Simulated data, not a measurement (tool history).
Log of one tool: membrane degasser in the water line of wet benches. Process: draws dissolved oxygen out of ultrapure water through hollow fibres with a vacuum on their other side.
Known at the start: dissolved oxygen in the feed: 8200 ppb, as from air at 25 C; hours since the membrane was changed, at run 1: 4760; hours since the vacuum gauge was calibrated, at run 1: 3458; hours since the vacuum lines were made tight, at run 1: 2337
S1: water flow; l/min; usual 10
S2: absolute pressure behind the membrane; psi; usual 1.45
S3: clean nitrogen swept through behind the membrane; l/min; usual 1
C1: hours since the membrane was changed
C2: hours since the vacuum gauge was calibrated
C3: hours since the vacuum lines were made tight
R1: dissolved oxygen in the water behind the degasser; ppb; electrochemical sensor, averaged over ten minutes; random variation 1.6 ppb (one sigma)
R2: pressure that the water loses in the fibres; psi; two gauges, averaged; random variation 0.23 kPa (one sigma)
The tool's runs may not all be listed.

run 1 hour=0 | S1=10 S2=1.45 S3=1 | C1=4760 C2=3458 C3=2337 | R1=169.8 R2=8.731
run 2 hour=127.6 | S1=10 S2=1.45 S3=1 | C1=4887 C2=3586 C3=2465 | R1=172 R2=8.789
run 3 hour=201.7 | S1=10 S2=0.91 S3=1 | C1=4962 C2=3660 C3=2539 | R1=84.5 R2=8.724
-- hour=213.3 vacuum gauge calibrated
run 4 hour=289.7 | S1=10 S2=1.45 S3=1 | C1=5049 C2=76 C3=2626 | R1=172 R2=8.77
run 5 hour=360.2 | S1=10 S2=1.45 S3=1 | C1=5119 C2=147 C3=2697 | R1=172.1 R2=8.779
run 6 hour=465.6 | S1=10 S2=1.45 S3=1 | C1=5225 C2=252 C3=2802 | R1=173.2 R2=8.785
run 7 hour=550.4 | S1=10 S2=1.45 S3=1 | C1=5310 C2=337 C3=2887 | R1=175 R2=8.775
-- hour=675.5 vacuum gauge calibrated, once more
run 8 hour=676.2 | S1=6 S2=1.45 S3=2.16 | C1=5435 C2=1 C3=3012 | R1=49.8 R2=5.224
run 9 hour=769.9 | S1=11 S2=1 S3=0.41 | C1=5529 C2=94 C3=3106 | R1=214.8 R2=9.651
run 10 hour=833.5 | S1=10 S2=1.64 S3=1.71 | C1=5592 C2=158 C3=3170 | R1=122.5 R2=8.794

Forecast each of these 5 alternatives for the next run:
run A hour=918.7 | S1=11 S2=1.2 S3=0.77 | C1=5677 C2=243 C3=3255 | R1=? R2=?
run B hour=918.7 | S1=6 S2=2.02 S3=0.73 | C1=5677 C2=243 C3=3255 | R1=? R2=?
run C hour=918.7 | S1=8 S2=1.64 S3=1.71 | C1=5677 C2=243 C3=3255 | R1=? R2=?
run D hour=918.7 | S1=12 S2=1.64 S3=1.71 | C1=5677 C2=243 C3=3255 | R1=? R2=?
run E hour=918.7 | S1=15 S2=1.86 S3=1 | C1=5677 C2=243 C3=3255 | R1=? R2=?

run=A R1=175.3 R2=9.66
run=B R1=213.2 R2=5.198
run=C R1=97.1 R2=7.002
run=D R1=143.4 R2=10.492
run=E R1=338.8 R2=13.225
Without the tool's hidden state the same runs would have given:
run=A R1=172.4 R2=9.371
run=B R1=205.8 R2=5.042
run=C R1=94 R2=6.792
run=D R1=139.8 R2=10.179
run=E R1=333.6 R2=12.83

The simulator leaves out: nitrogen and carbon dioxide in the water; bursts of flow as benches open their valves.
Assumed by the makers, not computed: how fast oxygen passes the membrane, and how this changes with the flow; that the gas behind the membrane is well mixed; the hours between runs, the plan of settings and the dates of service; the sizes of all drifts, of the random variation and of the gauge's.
